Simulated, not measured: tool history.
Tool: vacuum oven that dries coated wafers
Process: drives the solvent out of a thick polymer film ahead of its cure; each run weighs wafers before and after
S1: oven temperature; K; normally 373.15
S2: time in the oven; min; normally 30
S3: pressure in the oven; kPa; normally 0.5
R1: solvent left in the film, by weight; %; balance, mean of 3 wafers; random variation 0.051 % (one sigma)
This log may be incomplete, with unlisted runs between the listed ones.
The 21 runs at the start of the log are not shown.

{"hour": 1253.6, "done": "vacuum gauge cleaned of residue and calibrated"}
{"run": 22, "hour": 1286.7, "S1": 366.15, "S2": 30, "S3": 1.898, "R1": 4.05}
{"run": 23, "hour": 1336.3, "S1": 366.15, "S2": 30, "S3": 1.898, "R1": 4.22}
{"run": 24, "hour": 1394.9, "S1": 366.15, "S2": 30, "S3": 1.898, "R1": 4.08}
{"run": 25, "hour": 1442.3, "S1": 366.15, "S2": 30, "S3": 1.898, "R1": 4.27}
{"run": 26, "hour": 1487.1, "S1": 366.15, "S2": 30, "S3": 1.898, "R1": 4.11}
{"run": 27, "hour": 1529.1, "S1": 383.15, "S2": 32, "S3": 0.845, "R1": 1.09}
{"run": 28, "hour": 1588.8, "S1": 386.15, "S2": 39, "S3": 1.764, "R1": 1.39}
{"run": 29, "hour": 1655.3, "S1": 386.15, "S2": 39, "S3": 1.764, "R1": 1.37}
{"run": 30, "hour": 1710.3, "S1": 386.15, "S2": 39, "S3": 1.764, "R1": 1.36}
{"hour": 1716.6, "done": "vacuum gauge cleaned of residue and calibrated, once more"}
{"run": 31, "hour": 1779.3, "S1": 386.15, "S2": 39, "S3": 1.764, "R1": 0.75}
{"run": 32, "hour": 1845.3, "S1": 383.15, "S2": 18, "S3": 0.45, "R1": 0.46}

Forecast each of these 3 alternatives for the next run:
{"hour": 1884.7, "done": "oven's thermocouples calibrated"}
{"run": "A", "hour": 1926.4, "S1": 362.15, "S2": 28, "S3": 0.343, "R1": "?"}
{"hour": 1884.7, "done": "oven's thermocouples calibrated"}
{"run": "B", "hour": 1926.4, "S1": 381.15, "S2": 30, "S3": 0.654, "R1": "?"}
{"hour": 1884.7, "done": "oven's thermocouples calibrated"}
{"run": "C", "hour": 1926.4, "S1": 383.15, "S2": 18, "S3": 1.095, "R1": "?"}

run=A R1=2.99
run=B R1=0.34
run=C R1=0.77
Had the tool no hidden state, the same runs would have come out as:
run=A R1=3.12
run=B R1=0.33
run=C R1=0.79
